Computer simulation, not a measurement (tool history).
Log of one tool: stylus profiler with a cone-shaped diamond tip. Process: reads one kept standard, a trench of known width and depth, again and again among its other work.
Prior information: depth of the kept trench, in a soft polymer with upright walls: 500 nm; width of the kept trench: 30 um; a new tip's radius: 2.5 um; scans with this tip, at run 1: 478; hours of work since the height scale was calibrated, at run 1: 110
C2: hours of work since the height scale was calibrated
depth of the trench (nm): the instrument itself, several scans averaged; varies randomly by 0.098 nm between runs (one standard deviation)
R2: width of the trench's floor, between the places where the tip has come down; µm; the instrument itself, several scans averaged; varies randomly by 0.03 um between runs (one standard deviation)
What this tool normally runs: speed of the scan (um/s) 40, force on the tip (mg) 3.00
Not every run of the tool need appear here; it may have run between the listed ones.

{"run": 1, "hour": 0.0, "speed of the scan (um/s)": 40, "force on the tip (mg)": 3.0, "scans with this tip": 478, "C2": 110, "depth of the trench (nm)": 508.56, "R2": 26.75}
{"run": 2, "hour": 8.3, "speed of the scan (um/s)": 46, "force on the tip (mg)": 3.0, "scans with this tip": 494, "C2": 113, "depth of the trench (nm)": 508.71, "R2": 26.77}
{"run": 3, "hour": 18.0, "speed of the scan (um/s)": 46, "force on the tip (mg)": 3.0, "scans with this tip": 512, "C2": 118, "depth of the trench (nm)": 508.64, "R2": 26.75}
{"run": 4, "hour": 31.9, "speed of the scan (um/s)": 95, "force on the tip (mg)": 3.0, "scans with this tip": 538, "C2": 124, "depth of the trench (nm)": 508.65, "R2": 26.5}
{"run": 5, "hour": 47.3, "speed of the scan (um/s)": 40, "force on the tip (mg)": 4.34, "scans with this tip": 568, "C2": 130, "depth of the trench (nm)": 511.2, "R2": 26.83}
{"run": 6, "hour": 59.7, "speed of the scan (um/s)": 40, "force on the tip (mg)": 4.34, "scans with this tip": 591, "C2": 136, "depth of the trench (nm)": 511.08, "R2": 26.81}
{"run": 7, "hour": 74.3, "speed of the scan (um/s)": 40, "force on the tip (mg)": 4.34, "scans with this tip": 619, "C2": 142, "depth of the trench (nm)": 510.97, "R2": 26.83}
{"run": 8, "hour": 89.5, "speed of the scan (um/s)": 40, "force on the tip (mg)": 3.0, "scans with this tip": 648, "C2": 149, "depth of the trench (nm)": 508.61, "R2": 26.77}
{"run": 9, "hour": 103.5, "speed of the scan (um/s)": 40, "force on the tip (mg)": 3.0, "scans with this tip": 675, "C2": 155, "depth of the trench (nm)": 508.66, "R2": 26.81}
{"run": 10, "hour": 110.0, "speed of the scan (um/s)": 34, "force on the tip (mg)": 1.4, "scans with this tip": 687, "C2": 158, "depth of the trench (nm)": 505.12, "R2": 26.72}
{"run": 11, "hour": 125.3, "speed of the scan (um/s)": 22, "force on the tip (mg)": 3.0, "scans with this tip": 716, "C2": 164, "depth of the trench (nm)": 508.6, "R2": 26.91}
{"run": 12, "hour": 133.7, "speed of the scan (um/s)": 46, "force on the tip (mg)": 1.26, "scans with this tip": 732, "C2": 168, "depth of the trench (nm)": 504.8, "R2": 26.62}
{"run": 13, "hour": 145.5, "speed of the scan (um/s)": 22, "force on the tip (mg)": 3.61, "scans with this tip": 755, "C2": 173, "depth of the trench (nm)": 509.99, "R2": 26.91}
{"run": 14, "hour": 158.1, "speed of the scan (um/s)": 20, "force on the tip (mg)": 1.16, "scans with this tip": 779, "C2": 179, "depth of the trench (nm)": 504.69, "R2": 26.86}
{"run": 15, "hour": 169.0, "speed of the scan (um/s)": 20, "force on the tip (mg)": 1.16, "scans with this tip": 799, "C2": 183, "depth of the trench (nm)": 504.53, "R2": 26.84}

What if the next run were any one of these 5? Each begins from the tool's condition after run 15:
{"run": "A", "hour": 179.6, "speed of the scan (um/s)": 28, "force on the tip (mg)": 2.87, "scans with this tip": 820, "C2": 188, "depth of the trench (nm)": "?", "R2": "?"}
{"run": "B", "hour": 179.6, "speed of the scan (um/s)": 23, "force on the tip (mg)": 1.15, "scans with this tip": 820, "C2": 188, "depth of the trench (nm)": "?", "R2": "?"}
{"run": "C", "hour": 179.6, "speed of the scan (um/s)": 22, "force on the tip (mg)": 1.36, "scans with this tip": 820, "C2": 188, "depth of the trench (nm)": "?", "R2": "?"}
{"run": "D", "hour": 179.6, "speed of the scan (um/s)": 20, "force on the tip (mg)": 3.47, "scans with this tip": 820, "C2": 188, "depth of the trench (nm)": "?", "R2": "?"}
{"run": "E", "hour": 179.6, "speed of the scan (um/s)": 11, "force on the tip (mg)": 3.65, "scans with this tip": 820, "C2": 188, "depth of the trench (nm)": "?", "R2": "?"}

run=A depth_of_the_trench_(nm)=508.38 R2=26.81
run=B depth_of_the_trench_(nm)=504.55 R2=26.77
run=C depth_of_the_trench_(nm)=504.96 R2=26.84
run=D depth_of_the_trench_(nm)=509.59 R2=26.92
run=E depth_of_the_trench_(nm)=509.96 R2=26.93
Without the tool's hidden state the same runs would have given:
run=A depth_of_the_trench_(nm)=508.38 R2=26.82
run=B depth_of_the_trench_(nm)=504.56 R2=26.78
run=C depth_of_the_trench_(nm)=504.96 R2=26.84
run=D depth_of_the_trench_(nm)=509.59 R2=26.92
run=E depth_of_the_trench_(nm)=509.96 R2=26.93
